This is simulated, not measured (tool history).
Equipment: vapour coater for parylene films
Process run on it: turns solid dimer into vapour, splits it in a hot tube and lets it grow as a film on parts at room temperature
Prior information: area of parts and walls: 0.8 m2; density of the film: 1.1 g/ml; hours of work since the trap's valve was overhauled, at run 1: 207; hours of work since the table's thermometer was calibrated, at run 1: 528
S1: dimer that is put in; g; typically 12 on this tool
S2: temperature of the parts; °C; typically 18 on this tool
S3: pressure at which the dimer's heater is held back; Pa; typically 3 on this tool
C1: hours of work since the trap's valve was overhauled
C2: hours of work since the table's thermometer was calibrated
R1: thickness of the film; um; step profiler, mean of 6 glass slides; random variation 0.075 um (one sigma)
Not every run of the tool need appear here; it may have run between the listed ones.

Run 1, hour 0: usual settings; C1 207; C2 528. Result: R1 11.3 um.
Run 2, hour 11.3: usual settings; C1 215; C2 537. Result: R1 11.05 um.
Run 3, hour 21: usual settings but S1 5 g; C1 223; C2 544. Result: R1 4.62 um.
Run 4, hour 34.9: usual settings but S1 5 g; C1 234; C2 555. Result: R1 4.65 um.
Run 5, hour 48.5: usual settings but S1 5 g, S2 12 °C; C1 244; C2 565. Result: R1 5.31 um.
Run 6, hour 63.9: usual settings but S1 5 g, S2 12 °C; C1 256; C2 577. Result: R1 5.23 um.
Run 7, hour 74.7: usual settings but S1 5 g, S2 12 °C; C1 264; C2 585. Result: R1 5.13 um.
Run 8, hour 81.9: usual settings but S1 5 g, S2 12 °C; C1 269; C2 591. Result: R1 5.26 um.
Run 9, hour 99.7: usual settings but S1 9 g; C1 283; C2 604. Result: R1 8.28 um.
Run 10, hour 110.8: usual settings but S1 9 g, S2 29 °C; C1 291; C2 613. Result: R1 6.14 um.
Run 11, hour 123.9: usual settings but S3 8.59 Pa; C1 301; C2 623. Result: R1 8.55 um.
At hour 129: trap's valve overhauled.
Run 12, hour 145.1: usual settings but S3 8.59 Pa; C1 12; C2 636. Result: R1 8.13 um.
Run 13, hour 159.8: usual settings but S1 13 g, S2 17 °C, S3 2.02 Pa; C1 24; C2 647. Result: R1 12.75 um.
At hour 176.1: trap's valve overhauled, once more.
Run 14, hour 181: usual settings but S1 6 g, S2 17 °C, S3 4.51 Pa; C1 4; C2 660. Result: R1 5.44 um.
Run 15, hour 196.7: usual settings but S1 17 g, S2 10 °C, S3 7.24 Pa; C1 16; C2 672. Result: R1 16.68 um.
Run 16, hour 212.6: usual settings but S1 7 g, S2 15 °C; C1 28; C2 684. Result: R1 7.3 um.
Run 17, hour 230: usual settings but S1 7 g, S2 15 °C; C1 41; C2 698. Result: R1 7.3 um.
Run 18, hour 242.5: usual settings but S1 8 g, S2 16 °C, S3 2.39 Pa; C1 51; C2 707. Result: R1 8.64 um.
Run 19, hour 255.7: usual settings but S1 8 g, S2 13 °C, S3 2.39 Pa; C1 61; C2 717. Result: R1 8.67 um.

3 ways to go on from here, each from the tool as it stands after run 19. What would each give?
Run A, hour 267.9: usual settings but S3 6.55 Pa; C1 70; C2 726. Result: R1 ?.
Run B, hour 267.9: usual settings but S1 10 g, S2 15 °C, S3 11.54 Pa; C1 70; C2 726. Result: R1 ?.
Run C, hour 267.9: usual settings but S1 20 g, S2 14 °C, S3 3.92 Pa; C1 70; C2 726. Result: R1 ?.

run     R1
  A   9.57
  B   7.48
  C  20.06
What these runs would have given with no unlogged condition in the tool:
run     R1
  A   9.73
  B    7.6
  C  20.38
